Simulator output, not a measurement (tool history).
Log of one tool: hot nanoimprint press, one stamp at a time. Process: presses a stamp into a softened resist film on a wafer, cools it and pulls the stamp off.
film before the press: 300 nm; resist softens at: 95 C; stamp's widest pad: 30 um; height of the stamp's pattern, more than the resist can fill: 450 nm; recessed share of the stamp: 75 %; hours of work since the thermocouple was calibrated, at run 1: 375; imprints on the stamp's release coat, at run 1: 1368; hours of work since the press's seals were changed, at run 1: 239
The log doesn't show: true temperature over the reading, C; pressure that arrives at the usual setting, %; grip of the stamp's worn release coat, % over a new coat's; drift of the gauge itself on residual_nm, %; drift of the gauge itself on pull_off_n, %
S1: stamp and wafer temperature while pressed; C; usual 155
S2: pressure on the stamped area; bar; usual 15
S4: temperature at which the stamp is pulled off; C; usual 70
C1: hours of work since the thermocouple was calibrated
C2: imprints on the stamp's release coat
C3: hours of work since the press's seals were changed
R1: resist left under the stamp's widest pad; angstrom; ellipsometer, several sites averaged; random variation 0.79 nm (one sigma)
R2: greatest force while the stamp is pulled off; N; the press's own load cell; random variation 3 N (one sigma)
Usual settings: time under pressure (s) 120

Run 1, hour 0: usual settings; C1 375; C2 1368; C3 239. Result: R1 1054 angstrom, R2 137 N.
Run 2, hour 11.7: usual settings but S4 76 C; C1 383; C2 1417; C3 247. Result: R1 1050 angstrom, R2 126 N.
At hour 16: plate thermocouple calibrated.
Run 3, hour 25.6: usual settings but S4 76 C; C1 6; C2 1463; C3 254. Result: R1 1063 angstrom, R2 126 N.
Run 4, hour 34.5: usual settings; C1 12; C2 1501; C3 260. Result: R1 1061 angstrom, R2 140 N.
Run 5, hour 49.5: usual settings but S2 11.9 bar; C1 23; C2 1564; C3 270. Result: R1 1196 angstrom, R2 141 N.
Run 6, hour 62.5: usual settings but S2 11.9 bar; C1 31; C2 1619; C3 279. Result: R1 1184 angstrom, R2 146 N.
Run 7, hour 74.1: usual settings but S2 11.9 bar; C1 39; C2 1668; C3 287. Result: R1 1175 angstrom, R2 150 N.
Run 8, hour 83.1: usual settings but S2 11.9 bar; C1 45; C2 1705; C3 293. Result: R1 1195 angstrom, R2 146 N.
Run 9, hour 93.8: usual settings but S2 11.9 bar; C1 52; C2 1751; C3 300. Result: R1 1187 angstrom, R2 141 N.
Run 10, hour 107.9: usual settings but S2 11.9 bar; C1 62; C2 1810; C3 309. Result: R1 1179 angstrom, R2 143 N.
Run 11, hour 115.6: usual settings but S2 11.9 bar; C1 67; C2 1843; C3 315. Result: R1 1185 angstrom, R2 148 N.
Run 12, hour 130.9: usual settings; C1 77; C2 1907; C3 325. Result: R1 1048 angstrom, R2 147 N.
Run 13, hour 146.2: usual settings; C1 88; C2 1972; C3 335. Result: R1 1057 angstrom, R2 142 N.
Run 14, hour 153.7: usual settings; C1 93; C2 2003; C3 340. Result: R1 1057 angstrom, R2 138 N.
At hour 164.7: stamp cleaned and given a new release coat.
Run 15, hour 166.3: usual settings; C1 97; C2 7; C3 345. Result: R1 1044 angstrom, R2 141 N.
Run 16, hour 175.3: usual settings; C1 103; C2 45; C3 351. Result: R1 1044 angstrom, R2 137 N.
Run 17, hour 183.4: usual settings but S1 144 C, S2 13.1 bar, S4 60 C; C1 109; C2 80; C3 356. Result: R1 1727 angstrom, R2 162 N.
Run 18, hour 192: usual settings but S1 164 C, S2 12.1 bar, time under pressure (s) 154, S4 57 C; C1 114; C2 116; C3 362. Result: R1 761 angstrom, R2 165 N.
Run 19, hour 203.2: usual settings but S1 164 C, S2 12.1 bar, time under pressure (s) 154, S4 57 C; C1 122; C2 163; C3 369. Result: R1 758 angstrom, R2 179 N.
Run 20, hour 212.9: usual settings but time under pressure (s) 152; C1 129; C2 204; C3 376. Result: R1 950 angstrom, R2 142 N.
Run 21, hour 222.1: usual settings but time under pressure (s) 148, S4 73 C; C1 135; C2 243; C3 382. Result: R1 959 angstrom, R2 135 N.
Run 22, hour 231.4: usual settings but S4 69 C; C1 141; C2 282; C3 388. Result: R1 1044 angstrom, R2 138 N.
Run 23, hour 243.7: usual settings but S2 13.1 bar, time under pressure (s) 109, S4 62 C; C1 149; C2 334; C3 397. Result: R1 1165 angstrom, R2 162 N.
Run 24, hour 253.1: usual settings but S2 15.7 bar, time under pressure (s) 136, S4 62 C; C1 156; C2 373; C3 403. Result: R1 983 angstrom, R2 155 N.
Run 25, hour 265.4: usual settings but S2 15.7 bar, time under pressure (s) 169, S4 62 C; C1 164; C2 425; C3 411. Result: R1 908 angstrom, R2 159 N.
Run 26, hour 276.3: usual settings but S2 10.8 bar, time under pressure (s) 169, S4 62 C; C1 171; C2 471; C3 419. Result: R1 1078 angstrom, R2 162 N.
Run 27, hour 288.1: usual settings but time under pressure (s) 134, S4 67 C; C1 179; C2 521; C3 427. Result: R1 1002 angstrom, R2 154 N.
Run 28, hour 303: usual settings but time under pressure (s) 134, S4 67 C; C1 189; C2 584; C3 437. Result: R1 992 angstrom, R2 151 N.
Run 29, hour 312.8: usual settings but time under pressure (s) 134, S4 67 C; C1 196; C2 625; C3 443. Result: R1 1004 angstrom, R2 152 N.
Run 30, hour 319.3: usual settings but S2 21.9 bar, time under pressure (s) 130, S4 69 C; C1 200; C2 653; C3 448. Result: R1 831 angstrom, R2 147 N.

The same runs without the tool's hidden state, with the same run-to-run variation:
run   R2
  1  136
  2  125
  3  125
  4  138
  5  139
  6  144
  7  148
  8  144
  9  139
 10  141
 11  145
 12  144
 13  139
 14  135
 15  141
 16  137
 17  162
 18  164
 19  179
 20  142
 21  135
 22  138
 23  162
 24  155
 25  159
 26  161
 27  154
 28  150
 29  151
 30  146
R1: within 6 angstrom of the measured result in every run.
